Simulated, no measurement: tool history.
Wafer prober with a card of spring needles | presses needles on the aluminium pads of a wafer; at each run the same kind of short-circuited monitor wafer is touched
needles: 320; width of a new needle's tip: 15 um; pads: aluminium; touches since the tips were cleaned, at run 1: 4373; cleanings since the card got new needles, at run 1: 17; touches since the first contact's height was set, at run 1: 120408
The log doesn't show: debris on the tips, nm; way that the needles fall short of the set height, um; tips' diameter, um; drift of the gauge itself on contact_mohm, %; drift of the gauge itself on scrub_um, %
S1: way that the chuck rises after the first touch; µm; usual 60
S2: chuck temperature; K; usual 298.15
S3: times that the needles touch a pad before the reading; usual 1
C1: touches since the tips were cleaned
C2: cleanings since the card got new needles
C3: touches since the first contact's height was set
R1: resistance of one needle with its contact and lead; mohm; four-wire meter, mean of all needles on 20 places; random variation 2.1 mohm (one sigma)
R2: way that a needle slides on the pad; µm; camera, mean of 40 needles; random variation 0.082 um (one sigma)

run   hour  S1      S2  S3    C1  C2      C3   R1     R2
  1    0.0  60  298.15   1  4373  17  120408  291  12.24
       2.7  -- tips cleaned on abrasive film
      12.9  -- tips cleaned on abrasive film
  2   14.6  60  298.15   1  1024  19  129256  259  12.22
  3   21.9  60  298.15   1  5510  19  133742  302  12.18
      22.6  -- tips cleaned on abrasive film
      32.3  -- tips cleaned on abrasive film
  4   32.3  60  298.15   1     0  21  140009  242  12.08
      42.5  -- tips cleaned on abrasive film
  5   46.6  60  298.15   1  2481  22  148709  277  12.14
      52.4  -- tips cleaned on abrasive film
  6   56.5  60  298.15   1  2497  23  154734  269  12.23
      61.8  -- tips cleaned on abrasive film
  7   66.3  60  304.15   1  2799  24  160725  282  12.14
      71.6  -- tips cleaned on abrasive film
  8   78.2  60  304.15   1  4065  25  167967  297  12.00
      81.0  -- tips cleaned on abrasive film
  9   85.3  60  304.15   1  2679  26  172279  276  12.21
      90.9  -- tips cleaned on abrasive film
 10   97.9  71  304.15   1  4286  27  179925  276  14.34
     100.4  -- tips cleaned on abrasive film
     110.3  -- tips cleaned on abrasive film
 11  110.4  71  304.15   1   114  29  187520  242  14.32
     120.3  -- tips cleaned on abrasive film
 12  123.2  71  304.15   1  1786  30  195289  258  14.27
     130.0  -- tips cleaned on abrasive film
     131.5  -- height of the first contact set anew
 13  135.8  71  304.15   1  3389  31    2680  271  14.93
     140.2  -- tips cleaned on abrasive film
 14  149.0  60  298.15   1  5386  32   10681  301  12.54
     149.9  -- tips cleaned on abrasive film
     159.8  -- tips cleaned on abrasive film
 15  162.4  60  298.15   1  1599  34   18821  260  12.64
     169.3  -- tips cleaned on abrasive film
 16  170.0  60  298.15   1   426  35   23402  248  12.53
     178.6  -- tips cleaned on abrasive film
 17  181.2  71  301.15   1  1617  36   30259  252  14.79
     188.6  -- tips cleaned on abrasive film
 18  189.4  72  298.15   2   451  37   35198  243  14.85
     198.2  -- tips cleaned on abrasive film
 19  202.5  78  327.15   3  2689  38   43238  254  16.25
     208.2  -- tips cleaned on abrasive film
 20  210.4  60  298.15   2  1352  39   47989  250  12.48
     218.3  -- tips cleaned on abrasive film
 21  223.8  60  298.15   2  3379  40   56183  266  12.44
     228.1  -- tips cleaned on abrasive film
 22  236.7  59  298.15   1  5294  41   64037  303  12.07
     237.9  -- tips cleaned on abrasive film
     247.9  -- tips cleaned on abrasive film
 23  249.7  42  308.15   1  1111  43   71895  291   8.50
     258.1  -- tips cleaned on abrasive film
 24  260.2  42  308.15   1  1331  44   78316  299   8.55
     267.4  -- tips cleaned on abrasive film
 25  274.2  60  300.15   1  4222  45   86848  294  12.13
     276.8  -- tips cleaned on abrasive film
     286.9  -- tips cleaned on abrasive film
 26  288.2  60  358.15   1   782  47   95319  268  12.30
     296.2  -- tips cleaned on abrasive film
 27  298.1  54  360.15   1  1136  48  101317  281  11.03
     305.9  -- tips cleaned on abrasive film
 28  311.4  46  313.15   1  3385  49  109452  322   9.27
     315.6  -- tips cleaned on abrasive film
     325.5  -- tips cleaned on abrasive film
 29  325.5  46  391.15   2    33  51  117985  273   9.33
     335.7  -- tips cleaned on abrasive film
 30  338.3  74  357.15   2  1607  52  125808  264  15.06
     345.4  -- tips cleaned on abrasive film
 31  352.5  60  360.15   2  4356  53  134418  289  12.13
     355.8  -- tips cleaned on abrasive film
 32  364.6  60  298.15   2  5449  54  141838  280  12.10

Forecast each of these 3 alternatives for the next run:
     366.1  -- tips cleaned on abrasive film
  A  374.3  44  298.15   2  5027  55  147684   ?   ?
     366.1  -- tips cleaned on abrasive film
  B  374.3  66  377.15   3  5027  55  147684   ?   ?
     366.1  -- tips cleaned on abrasive film
  C  374.3  60  381.15   3  5027  55  147684   ?   ?

run   R1     R2
  A  317   8.71
  B  274  13.39
  C  279  12.19
Without the tool's hidden state the same runs would have given:
run   R1     R2
  A  240   9.22
  B  254  13.91
  C  255  12.70

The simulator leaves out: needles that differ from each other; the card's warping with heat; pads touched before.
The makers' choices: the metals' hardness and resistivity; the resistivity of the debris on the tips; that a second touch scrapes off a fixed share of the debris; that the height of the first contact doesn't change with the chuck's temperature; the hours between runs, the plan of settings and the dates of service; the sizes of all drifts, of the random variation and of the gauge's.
